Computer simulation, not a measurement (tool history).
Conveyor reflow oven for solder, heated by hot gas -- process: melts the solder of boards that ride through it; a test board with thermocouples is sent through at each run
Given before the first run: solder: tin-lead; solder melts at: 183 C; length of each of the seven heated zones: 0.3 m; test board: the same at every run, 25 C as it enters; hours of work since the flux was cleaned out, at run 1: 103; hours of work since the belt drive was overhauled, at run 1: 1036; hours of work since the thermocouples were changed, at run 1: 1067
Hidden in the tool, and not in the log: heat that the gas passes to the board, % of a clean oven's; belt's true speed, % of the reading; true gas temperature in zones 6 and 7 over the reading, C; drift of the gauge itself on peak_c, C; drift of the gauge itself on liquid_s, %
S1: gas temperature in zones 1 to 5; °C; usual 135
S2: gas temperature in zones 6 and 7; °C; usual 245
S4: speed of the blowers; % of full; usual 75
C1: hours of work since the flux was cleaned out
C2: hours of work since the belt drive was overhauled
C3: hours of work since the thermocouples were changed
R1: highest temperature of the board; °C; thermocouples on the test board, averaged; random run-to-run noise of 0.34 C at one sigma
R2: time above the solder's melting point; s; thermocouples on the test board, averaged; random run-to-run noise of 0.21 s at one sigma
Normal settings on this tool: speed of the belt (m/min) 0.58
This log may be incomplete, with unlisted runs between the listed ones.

run 1 hour=0 | S1=135 S2=245 speed_of_the_belt_(m/min)=0.58 S4=75 | C1=103 C2=1036 C3=1067 | R1=219.3 R2=46.6
run 2 hour=48.4 | S1=135 S2=245 speed_of_the_belt_(m/min)=0.58 S4=75 | C1=132 C2=1065 C3=1096 | R1=219.2 R2=46.8
run 3 hour=104.8 | S1=135 S2=245 speed_of_the_belt_(m/min)=0.58 S4=54 | C1=165 C2=1098 C3=1130 | R1=211.5 R2=40.8
run 4 hour=141 | S1=135 S2=245 speed_of_the_belt_(m/min)=0.47 S4=75 | C1=187 C2=1120 C3=1151 | R1=226.3 R2=64.2
run 5 hour=199.1 | S1=135 S2=245 speed_of_the_belt_(m/min)=0.47 S4=75 | C1=221 C2=1154 C3=1186 | R1=226.1 R2=63.3
run 6 hour=230.8 | S1=135 S2=245 speed_of_the_belt_(m/min)=0.58 S4=84 | C1=240 C2=1173 C3=1205 | R1=219.8 R2=48.1
-- hour=239.7 thermocouples of zones 6 and 7 changed
run 7 hour=279.4 | S1=135 S2=245 speed_of_the_belt_(m/min)=0.58 S4=84 | C1=268 C2=1201 C3=24 | R1=222.4 R2=48.8
run 8 hour=334.3 | S1=135 S2=245 speed_of_the_belt_(m/min)=0.58 S4=84 | C1=300 C2=1234 C3=56 | R1=222.3 R2=48.8
run 9 hour=385 | S1=135 S2=245 speed_of_the_belt_(m/min)=0.58 S4=84 | C1=331 C2=1264 C3=86 | R1=222.3 R2=48.8
-- hour=412.9 belt drive overhauled, speed set with a stopwatch
run 10 hour=431.2 | S1=135 S2=245 speed_of_the_belt_(m/min)=0.58 S4=84 | C1=356 C2=11 C3=111 | R1=220.2 R2=46.4
-- hour=441 flux residue cleaned out of gas plates and filters
run 11 hour=482.9 | S1=135 S2=245 speed_of_the_belt_(m/min)=0.58 S4=84 | C1=25 C2=39 C3=139 | R1=218.2 R2=45.8
run 12 hour=535.2 | S1=135 S2=245 speed_of_the_belt_(m/min)=0.58 S4=84 | C1=56 C2=70 C3=170 | R1=217.8 R2=45.4
run 13 hour=584.7 | S1=135 S2=242 speed_of_the_belt_(m/min)=0.58 S4=84 | C1=85 C2=99 C3=200 | R1=215.1 R2=43.5
-- hour=593.2 flux residue cleaned out of gas plates and filters, once more
run 14 hour=619.7 | S1=135 S2=245 speed_of_the_belt_(m/min)=0.594 S4=75 | C1=16 C2=117 C3=217 | R1=219.8 R2=44.8
run 15 hour=649.4 | S1=135 S2=245 speed_of_the_belt_(m/min)=0.58 S4=75 | C1=33 C2=135 C3=235 | R1=219.8 R2=46.4
run 16 hour=689.7 | S1=135 S2=245 speed_of_the_belt_(m/min)=0.58 S4=75 | C1=57 C2=159 C3=259 | R1=220.5 R2=46.4
run 17 hour=751.3 | S1=125 S2=245 speed_of_the_belt_(m/min)=0.482 S4=75 | C1=94 C2=195 C3=296 | R1=224.9 R2=57.4
run 18 hour=787.9 | S1=122 S2=244 speed_of_the_belt_(m/min)=0.644 S4=83 | C1=116 C2=217 C3=317 | R1=213.4 R2=34.6
run 19 hour=835.3 | S1=135 S2=245 speed_of_the_belt_(m/min)=0.587 S4=75 | C1=144 C2=245 C3=345 | R1=218.8 R2=45.4
run 20 hour=866 | S1=132 S2=243 speed_of_the_belt_(m/min)=0.535 S4=75 | C1=162 C2=263 C3=364 | R1=220 R2=50.2
run 21 hour=909.3 | S1=146 S2=253 speed_of_the_belt_(m/min)=0.535 S4=81 | C1=188 C2=289 C3=389 | R1=232.1 R2=61.7
run 22 hour=960.2 | S1=145 S2=237 speed_of_the_belt_(m/min)=0.514 S4=75 | C1=218 C2=319 C3=420 | R1=218.6 R2=55.7
run 23 hour=1002.1 | S1=128 S2=259 speed_of_the_belt_(m/min)=0.58 S4=75 | C1=243 C2=344 C3=445 | R1=228.4 R2=49.7
run 24 hour=1042 | S1=126 S2=239 speed_of_the_belt_(m/min)=0.461 S4=73 | C1=267 C2=368 C3=468 | R1=219.5 R2=56.9
run 25 hour=1100.5 | S1=126 S2=239 speed_of_the_belt_(m/min)=0.461 S4=73 | C1=301 C2=403 C3=503 | R1=219.5 R2=57.3
run 26 hour=1129 | S1=142 S2=245 speed_of_the_belt_(m/min)=0.63 S4=85 | C1=318 C2=419 C3=520 | R1=218.9 R2=44.1
run 27 hour=1175.5 | S1=142 S2=245 speed_of_the_belt_(m/min)=0.63 S4=85 | C1=346 C2=447 C3=548 | R1=218.9 R2=43.7
run 28 hour=1218.3 | S1=135 S2=251 speed_of_the_belt_(m/min)=0.58 S4=62 | C1=371 C2=472 C3=573 | R1=218.2 R2=45.5
run 29 hour=1249.4 | S1=135 S2=251 speed_of_the_belt_(m/min)=0.58 S4=62 | C1=390 C2=491 C3=591 | R1=218.7 R2=45.2
-- hour=1293.9 flux residue cleaned out of gas plates and filters
run 30 hour=1317 | S1=135 S2=245 speed_of_the_belt_(m/min)=0.531 S4=75 | C1=14 C2=528 C3=629 | R1=223.4 R2=53.7
run 31 hour=1344.2 | S1=135 S2=245 speed_of_the_belt_(m/min)=0.531 S4=75 | C1=30 C2=544 C3=645 | R1=222.8 R2=53.5

3 options for the next run, each taken on its own from the tool as it stands now. Forecast them:
run A hour=1379.2 | S1=131 S2=258 speed_of_the_belt_(m/min)=0.477 S4=75 | C1=51 C2=565 C3=666 | R1=? R2=?
run B hour=1379.2 | S1=135 S2=235 speed_of_the_belt_(m/min)=0.572 S4=76 | C1=51 C2=565 C3=666 | R1=? R2=?
run C hour=1379.2 | S1=149 S2=245 speed_of_the_belt_(m/min)=0.531 S4=75 | C1=51 C2=565 C3=666 | R1=? R2=?

run=A R1=237.5 R2=66.9
run=B R1=212.2 R2=41.9
run=C R1=225.2 R2=60
What these runs would have given with no unlogged condition in the tool:
run=A R1=239.1 R2=66.8
run=B R1=213.8 R2=42.5
run=C R1=226.8 R2=60.1

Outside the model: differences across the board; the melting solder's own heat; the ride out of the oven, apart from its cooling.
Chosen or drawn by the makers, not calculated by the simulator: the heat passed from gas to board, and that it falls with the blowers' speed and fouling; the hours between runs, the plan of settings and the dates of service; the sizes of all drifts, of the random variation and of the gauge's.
